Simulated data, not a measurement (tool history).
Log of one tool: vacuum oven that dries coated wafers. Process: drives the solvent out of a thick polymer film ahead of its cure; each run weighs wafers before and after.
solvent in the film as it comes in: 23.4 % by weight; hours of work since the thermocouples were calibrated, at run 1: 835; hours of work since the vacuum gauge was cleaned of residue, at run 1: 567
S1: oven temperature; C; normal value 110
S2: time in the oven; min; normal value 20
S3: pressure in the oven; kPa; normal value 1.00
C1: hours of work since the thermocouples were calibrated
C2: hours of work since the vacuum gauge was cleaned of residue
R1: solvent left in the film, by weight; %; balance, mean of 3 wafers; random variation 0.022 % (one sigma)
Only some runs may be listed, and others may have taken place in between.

run    hour   S1  S2    S3    C1    C2    R1
  1     0.0  110  20  1.00   835   567  5.90
  2    46.6  110  20  1.00   868   600  5.92
  3   137.9   97  20  1.00   934   666  9.75
  4   202.9   97  20  1.00   981   713  9.74
  5   272.4   97  20  1.00  1031   764  9.75
  6   344.0  110  20  1.00  1083   815  5.96
  7   439.7  110  20  0.73  1152   884  5.86
  8   515.4  110  20  0.73  1207   939  5.90
  9   605.1  110  20  0.73  1272  1004  5.88
      629.3  -- oven's thermocouples calibrated
 10   685.4  110  20  0.73    41  1060  5.79
 11   750.6  110  20  0.73    88  1107  5.77
 12   833.4  110  21  2.04   147  1167  5.90
 13   922.7  110  21  2.04   212  1232  5.95
 14  1024.0  110  13  1.20   285  1305  8.91
 15  1092.1  107  14  3.65   334  1354  9.96
 16  1149.6   99  20  2.02   376  1395  9.63

Consider 3 possible next runs. They are alternatives, not a sequence: every one starts from the tool as it was left by run 16. What does each give?
  A  1240.4  124  14  2.02  441  1461   ?
  B  1240.4   99  17  1.00  441  1461   ?
  C  1240.4   98  24  3.17  441  1461   ?

run     R1
  A   4.76
  B  10.30
  C   9.32
Had the tool no hidden state, the same runs would have come out as:
run    R1
  A  4.48
  B  9.89
  C  8.85

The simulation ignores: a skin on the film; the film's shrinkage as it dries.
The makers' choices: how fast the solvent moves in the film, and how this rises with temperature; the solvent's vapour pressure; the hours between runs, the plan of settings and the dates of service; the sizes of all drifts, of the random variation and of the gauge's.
